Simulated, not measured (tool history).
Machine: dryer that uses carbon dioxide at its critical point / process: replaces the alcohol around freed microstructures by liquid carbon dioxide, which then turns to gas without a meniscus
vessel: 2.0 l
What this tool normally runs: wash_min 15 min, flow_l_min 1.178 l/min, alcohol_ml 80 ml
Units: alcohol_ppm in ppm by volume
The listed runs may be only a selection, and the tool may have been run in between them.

Run 1, hour 0: usual settings. Result: alcohol_ppm 81 ppm by volume.
Run 2, hour 13.2: usual settings. Result: alcohol_ppm 77 ppm by volume.
Run 3, hour 30.4: usual settings. Result: alcohol_ppm 81 ppm by volume.
Run 4, hour 40.2: usual settings. Result: alcohol_ppm 72 ppm by volume.
Run 5, hour 59.8: usual settings but alcohol_ml 21 ml. Result: alcohol_ppm 53 ppm by volume.
Run 6, hour 73.5: usual settings but alcohol_ml 21 ml. Result: alcohol_ppm 53 ppm by volume.
Run 7, hour 89: usual settings but alcohol_ml 21 ml. Result: alcohol_ppm 48 ppm by volume.
Run 8, hour 105.9: usual settings but alcohol_ml 21 ml. Result: alcohol_ppm 55 ppm by volume.
Run 9, hour 115.1: usual settings but alcohol_ml 71 ml. Result: alcohol_ppm 75 ppm by volume.
Run 10, hour 130.6: usual settings but alcohol_ml 71 ml. Result: alcohol_ppm 84 ppm by volume.
Run 11, hour 147.9: usual settings but alcohol_ml 71 ml. Result: alcohol_ppm 85 ppm by volume.
Run 12, hour 159.7: usual settings but alcohol_ml 71 ml. Result: alcohol_ppm 86 ppm by volume.
Run 13, hour 176.3: usual settings but wash_min 14 min. Result: alcohol_ppm 130 ppm by volume.
Run 14, hour 188.8: usual settings but wash_min 24 min. Result: alcohol_ppm 43 ppm by volume.
Run 15, hour 198.7: usual settings but flow_l_min 1.69 l/min. Result: alcohol_ppm 45 ppm by volume.
Run 16, hour 210.4: usual settings but alcohol_ml 25 ml. Result: alcohol_ppm 58 ppm by volume.
Run 17, hour 227.2: usual settings. Result: alcohol_ppm 108 ppm by volume.
Run 18, hour 236.2: usual settings but flow_l_min 0.96 l/min. Result: alcohol_ppm 263 ppm by volume.
Run 19, hour 246.7: usual settings. Result: alcohol_ppm 104 ppm by volume.
Run 20, hour 262.6: usual settings. Result: alcohol_ppm 118 ppm by volume.
Run 21, hour 281: usual settings. Result: alcohol_ppm 112 ppm by volume.
Run 22, hour 299.7: usual settings but wash_min 10 min, flow_l_min 1.91 l/min. Result: alcohol_ppm 85 ppm by volume.
Run 23, hour 315.9: usual settings but wash_min 10 min, flow_l_min 1.91 l/min. Result: alcohol_ppm 93 ppm by volume.
Run 24, hour 325.9: usual settings but wash_min 10 min, flow_l_min 1.91 l/min. Result: alcohol_ppm 96 ppm by volume.
Run 25, hour 337.7: usual settings but wash_min 10 min, flow_l_min 1.91 l/min. Result: alcohol_ppm 87 ppm by volume.
Run 26, hour 347.6: usual settings but wash_min 11 min, flow_l_min 0.9 l/min, alcohol_ml 41 ml. Result: alcohol_ppm 667 ppm by volume.
Run 27, hour 357.8: usual settings but wash_min 11 min, flow_l_min 0.9 l/min, alcohol_ml 41 ml. Result: alcohol_ppm 670 ppm by volume.
Run 28, hour 376.7: usual settings but wash_min 11 min, flow_l_min 0.9 l/min, alcohol_ml 41 ml. Result: alcohol_ppm 701 ppm by volume.
Run 29, hour 385.7: usual settings but wash_min 11 min, flow_l_min 0.9 l/min, alcohol_ml 41 ml. Result: alcohol_ppm 686 ppm by volume.
Run 30, hour 397.2: usual settings but wash_min 14 min, flow_l_min 1.03 l/min, alcohol_ml 102 ml. Result: alcohol_ppm 384 ppm by volume.
Run 31, hour 414.2: usual settings but wash_min 11 min, flow_l_min 1.03 l/min, alcohol_ml 95 ml. Result: alcohol_ppm 981 ppm by volume.
Run 32, hour 427.9: usual settings but wash_min 11 min, flow_l_min 1.63 l/min, alcohol_ml 61 ml. Result: alcohol_ppm 115 ppm by volume.
Run 33, hour 438.3: usual settings but flow_l_min 0.87 l/min, alcohol_ml 25 ml. Result: alcohol_ppm 191 ppm by volume.
Run 34, hour 458.4: usual settings but wash_min 18 min, alcohol_ml 24 ml. Result: alcohol_ppm 65 ppm by volume.
Run 35, hour 473.7: usual settings but wash_min 18 min, flow_l_min 1.15 l/min, alcohol_ml 24 ml. Result: alcohol_ppm 68 ppm by volume.
Run 36, hour 487.9: usual settings but flow_l_min 1.53 l/min. Result: alcohol_ppm 60 ppm by volume.
Run 37, hour 497.6: usual settings but flow_l_min 1.33 l/min. Result: alcohol_ppm 97 ppm by volume.
Run 38, hour 512.3: usual settings but wash_min 19 min, flow_l_min 0.72 l/min, alcohol_ml 61 ml. Result: alcohol_ppm 367 ppm by volume.
Run 39, hour 528.4: usual settings but wash_min 19 min, flow_l_min 0.72 l/min, alcohol_ml 39 ml. Result: alcohol_ppm 246 ppm by volume.
At hour 530.3: inlet filter changed.
Run 40, hour 538.8: usual settings but wash_min 10 min, alcohol_ml 73 ml. Result: alcohol_ppm 421 ppm by volume.
Run 41, hour 550.8: usual settings but wash_min 10 min, alcohol_ml 73 ml. Result: alcohol_ppm 431 ppm by volume.

Measured result minus the same run's result without the hidden state. Both carry the same run-to-run variation, though not necessarily the same gauge scatter:
Hidden conditions of the tool in this case: flow that reaches the vessel past the clogged filter, %; alcohol in the recycled carbon dioxide, ppm; drift of the gauge itself on alcohol_ppm, %.
run  alcohol_ppm
  1          +31
  2          +32
  3          +34
  4          +35
  5          +31
  6          +32
  7          +31
  8          +33
  9          +42
 10          +45
 11          +47
 12          +47
 13          +62
 14          +35
 15          +36
 16          +42
 17          +58
 18         +105
 19          +61
 20          +65
 21          +67
 22          +57
 23          +60
 24          +61
 25          +59
 26         +222
 27         +227
 28         +242
 29         +243
 30         +188
 31         +387
 32          +77
 33         +104
 34          +52
 35          +55
 36          +58
 37          +76
 38         +197
 39         +146
 40          +57
 41          +61
